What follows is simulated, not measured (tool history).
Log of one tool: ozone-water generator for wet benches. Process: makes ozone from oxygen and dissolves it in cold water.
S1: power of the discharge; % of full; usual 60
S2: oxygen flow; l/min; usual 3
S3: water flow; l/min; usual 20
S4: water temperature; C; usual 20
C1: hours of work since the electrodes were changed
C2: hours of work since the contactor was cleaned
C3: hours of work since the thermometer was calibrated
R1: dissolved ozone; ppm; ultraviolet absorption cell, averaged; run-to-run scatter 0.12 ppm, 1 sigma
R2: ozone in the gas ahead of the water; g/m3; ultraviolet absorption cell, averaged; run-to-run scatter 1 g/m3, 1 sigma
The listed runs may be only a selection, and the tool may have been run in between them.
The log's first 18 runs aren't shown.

run	hour	S1	S2	S3	S4	C1	C2	C3	R1	R2
19	2119	85	3	20	13	5928	9830	1273	12.8	197.3
20	2205.4	82	2.7	20	18	6010	9912	1356	11.5	205.7
21	2293.3	82	2.7	20	18	6094	9995	1439	11.6	206.2
22	2441	88	2.26	12	16	6234	10135	1579	19.7	238.5
23	2559.8	93	3	19	20	6347	10248	1692	12.8	205.5
24	2654.4	93	3	19	20	6436	10338	1782	12.6	206.6
25	2756.7	51	2.5	21	16	6534	10435	1879	8.6	167.5
26	2892.3	51	2.5	21	16	6662	10564	2008	8.7	169.7
27	3040.8	51	2.5	21	16	6803	10705	2149	8.7	168.1
28	3112.1	51	2.5	21	16	6871	10773	2216	8.7	167.5
29	3270.3	78	4.96	21	16	7021	10923	2367	11.3	137.7
30	3399.2	49	2.82	28	13	7144	11045	2489	6.5	151.4
31	3547.9	95	3.36	21	25	7285	11186	2630	10.8	190
32	3652.9	95	3.36	21	25	7384	11286	2730	10.7	189
33	3744.5	95	3.36	21	25	7471	11373	2817	10.9	190.6

Predict each of these 3 candidate next runs independently; none follows another, all start after run 33:
A	3839.2	58	5.15	17	25	7561	11463	2907	?	?
B	3839.2	46	1.83	21	19	7561	11463	2907	?	?
C	3839.2	95	3.36	16	25	7561	11463	2907	?	?

run	R1	R2
A	9.9	115.3
B	7.3	188.3
C	13.6	189
Had the tool no hidden state, the same runs would have come out as:
run	R1	R2
A	12.4	129.7
B	9.2	208.7
C	17.7	220.2

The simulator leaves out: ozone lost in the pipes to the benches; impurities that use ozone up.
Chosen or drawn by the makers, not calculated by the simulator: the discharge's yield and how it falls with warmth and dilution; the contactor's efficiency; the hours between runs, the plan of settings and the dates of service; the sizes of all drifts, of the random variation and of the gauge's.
